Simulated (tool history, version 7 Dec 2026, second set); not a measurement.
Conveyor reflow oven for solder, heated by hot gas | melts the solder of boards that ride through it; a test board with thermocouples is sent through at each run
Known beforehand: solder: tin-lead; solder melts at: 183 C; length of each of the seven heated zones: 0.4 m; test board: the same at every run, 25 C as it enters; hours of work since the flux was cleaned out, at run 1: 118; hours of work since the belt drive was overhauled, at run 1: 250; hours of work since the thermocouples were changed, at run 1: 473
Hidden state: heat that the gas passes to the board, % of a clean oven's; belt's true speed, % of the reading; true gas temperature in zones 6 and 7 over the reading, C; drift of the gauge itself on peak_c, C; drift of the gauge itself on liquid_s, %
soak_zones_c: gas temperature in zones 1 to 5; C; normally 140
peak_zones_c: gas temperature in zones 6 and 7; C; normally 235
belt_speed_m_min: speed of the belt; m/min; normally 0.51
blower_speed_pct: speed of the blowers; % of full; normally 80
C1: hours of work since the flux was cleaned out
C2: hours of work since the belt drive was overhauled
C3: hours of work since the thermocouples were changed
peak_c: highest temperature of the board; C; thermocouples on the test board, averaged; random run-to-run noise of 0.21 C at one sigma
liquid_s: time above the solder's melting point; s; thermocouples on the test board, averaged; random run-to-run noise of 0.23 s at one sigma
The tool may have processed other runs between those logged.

run 1 hour=0 | soak_zones_c=140 peak_zones_c=235 belt_speed_m_min=0.51 blower_speed_pct=80 | C1=118 C2=250 C3=473 | peak_c=224.1 liquid_s=77.7
run 2 hour=6.1 | soak_zones_c=140 peak_zones_c=235 belt_speed_m_min=0.51 blower_speed_pct=80 | C1=121 C2=253 C3=476 | peak_c=223.3 liquid_s=78.2
run 3 hour=12.8 | soak_zones_c=140 peak_zones_c=235 belt_speed_m_min=0.51 blower_speed_pct=80 | C1=124 C2=257 C3=479 | peak_c=223.6 liquid_s=77.9
run 4 hour=21.7 | soak_zones_c=140 peak_zones_c=241 belt_speed_m_min=0.51 blower_speed_pct=80 | C1=129 C2=261 C3=484 | peak_c=228.8 liquid_s=82
run 5 hour=28.1 | soak_zones_c=140 peak_zones_c=241 belt_speed_m_min=0.51 blower_speed_pct=80 | C1=132 C2=264 C3=487 | peak_c=229.1 liquid_s=81.7
run 6 hour=41.2 | soak_zones_c=140 peak_zones_c=235 belt_speed_m_min=0.51 blower_speed_pct=80 | C1=138 C2=271 C3=493 | peak_c=223.7 liquid_s=78
run 7 hour=55.2 | soak_zones_c=140 peak_zones_c=235 belt_speed_m_min=0.559 blower_speed_pct=80 | C1=145 C2=278 C3=500 | peak_c=220.7 liquid_s=68.6
run 8 hour=65.4 | soak_zones_c=140 peak_zones_c=235 belt_speed_m_min=0.559 blower_speed_pct=80 | C1=150 C2=282 C3=505 | peak_c=220.8 liquid_s=68.5
-- hour=71.7 flux residue cleaned out of gas plates and filters
run 9 hour=80.6 | soak_zones_c=140 peak_zones_c=235 belt_speed_m_min=0.559 blower_speed_pct=80 | C1=4 C2=287 C3=510 | peak_c=220.3 liquid_s=67.9
run 10 hour=88.5 | soak_zones_c=140 peak_zones_c=235 belt_speed_m_min=0.559 blower_speed_pct=80 | C1=8 C2=291 C3=514 | peak_c=220.6 liquid_s=68.5
run 11 hour=100.5 | soak_zones_c=140 peak_zones_c=224 belt_speed_m_min=0.51 blower_speed_pct=80 | C1=14 C2=297 C3=520 | peak_c=213.2 liquid_s=69.1
run 12 hour=106.8 | soak_zones_c=140 peak_zones_c=224 belt_speed_m_min=0.51 blower_speed_pct=80 | C1=17 C2=300 C3=523 | peak_c=213.3 liquid_s=68.9
-- hour=118.7 flux residue cleaned out of gas plates and filters, once more
run 13 hour=124.4 | soak_zones_c=140 peak_zones_c=224 belt_speed_m_min=0.51 blower_speed_pct=80 | C1=3 C2=306 C3=529 | peak_c=214.3 liquid_s=70.5
run 14 hour=135.4 | soak_zones_c=140 peak_zones_c=235 belt_speed_m_min=0.423 blower_speed_pct=80 | C1=8 C2=312 C3=534 | peak_c=228.4 liquid_s=99.3
run 15 hour=145.2 | soak_zones_c=140 peak_zones_c=235 belt_speed_m_min=0.51 blower_speed_pct=80 | C1=13 C2=317 C3=539 | peak_c=224.2 liquid_s=78.4
run 16 hour=152.6 | soak_zones_c=149 peak_zones_c=242 belt_speed_m_min=0.561 blower_speed_pct=87 | C1=17 C2=320 C3=543 | peak_c=230.8 liquid_s=78.4
run 17 hour=164.4 | soak_zones_c=131 peak_zones_c=234 belt_speed_m_min=0.416 blower_speed_pct=79 | C1=22 C2=326 C3=549 | peak_c=226.9 liquid_s=96.2
run 18 hour=170.4 | soak_zones_c=140 peak_zones_c=244 belt_speed_m_min=0.51 blower_speed_pct=54 | C1=25 C2=329 C3=552 | peak_c=225.7 liquid_s=79
run 19 hour=178.7 | soak_zones_c=140 peak_zones_c=233 belt_speed_m_min=0.51 blower_speed_pct=67 | C1=29 C2=333 C3=556 | peak_c=219.9 liquid_s=74.6
run 20 hour=185.3 | soak_zones_c=132 peak_zones_c=235 belt_speed_m_min=0.417 blower_speed_pct=80 | C1=33 C2=336 C3=559 | peak_c=227.6 liquid_s=97.2
run 21 hour=196 | soak_zones_c=139 peak_zones_c=247 belt_speed_m_min=0.51 blower_speed_pct=80 | C1=38 C2=342 C3=564 | peak_c=235 liquid_s=85.2
run 22 hour=206.6 | soak_zones_c=139 peak_zones_c=247 belt_speed_m_min=0.51 blower_speed_pct=80 | C1=43 C2=347 C3=569 | peak_c=235.3 liquid_s=85.4
run 23 hour=215.9 | soak_zones_c=139 peak_zones_c=247 belt_speed_m_min=0.51 blower_speed_pct=80 | C1=48 C2=351 C3=574 | peak_c=235.1 liquid_s=85.4
run 24 hour=225.7 | soak_zones_c=140 peak_zones_c=236 belt_speed_m_min=0.517 blower_speed_pct=80 | C1=52 C2=356 C3=579 | peak_c=224.2 liquid_s=77.5
run 25 hour=238.3 | soak_zones_c=140 peak_zones_c=236 belt_speed_m_min=0.474 blower_speed_pct=65 | C1=59 C2=362 C3=585 | peak_c=224.2 liquid_s=84.4
run 26 hour=250.1 | soak_zones_c=134 peak_zones_c=248 belt_speed_m_min=0.436 blower_speed_pct=65 | C1=64 C2=368 C3=591 | peak_c=237.1 liquid_s=99.3
run 27 hour=258.5 | soak_zones_c=134 peak_zones_c=248 belt_speed_m_min=0.436 blower_speed_pct=65 | C1=68 C2=372 C3=595 | peak_c=236.8 liquid_s=99.1
run 28 hour=271.9 | soak_zones_c=134 peak_zones_c=248 belt_speed_m_min=0.436 blower_speed_pct=65 | C1=75 C2=379 C3=601 | peak_c=236.9 liquid_s=98.9
run 29 hour=285.6 | soak_zones_c=140 peak_zones_c=235 belt_speed_m_min=0.459 blower_speed_pct=82 | C1=82 C2=385 C3=608 | peak_c=226.8 liquid_s=90.5
run 30 hour=299.6 | soak_zones_c=126 peak_zones_c=225 belt_speed_m_min=0.459 blower_speed_pct=82 | C1=89 C2=392 C3=615 | peak_c=216.2 liquid_s=75.4

Below are 4 alternative next runs, each starting from the tool's condition after run 30. Predict each:
run A hour=312.9 | soak_zones_c=145 peak_zones_c=230 belt_speed_m_min=0.55 blower_speed_pct=80 | C1=95 C2=399 C3=621 | peak_c=? liquid_s=?
run B hour=312.9 | soak_zones_c=126 peak_zones_c=227 belt_speed_m_min=0.459 blower_speed_pct=82 | C1=95 C2=399 C3=621 | peak_c=? liquid_s=?
run C hour=312.9 | soak_zones_c=149 peak_zones_c=235 belt_speed_m_min=0.438 blower_speed_pct=81 | C1=95 C2=399 C3=621 | peak_c=? liquid_s=?
run D hour=312.9 | soak_zones_c=140 peak_zones_c=235 belt_speed_m_min=0.606 blower_speed_pct=58 | C1=95 C2=399 C3=621 | peak_c=? liquid_s=?

run=A peak_c=218.4 liquid_s=70
run=B peak_c=217.9 liquid_s=77.3
run=C peak_c=228.7 liquid_s=100.4
run=D peak_c=213 liquid_s=54.7
What these runs would have given with no unlogged condition in the tool:
run=A peak_c=217.7 liquid_s=69.2
run=B peak_c=217 liquid_s=76.5
run=C peak_c=227.8 liquid_s=99.4
run=D peak_c=212.4 liquid_s=54
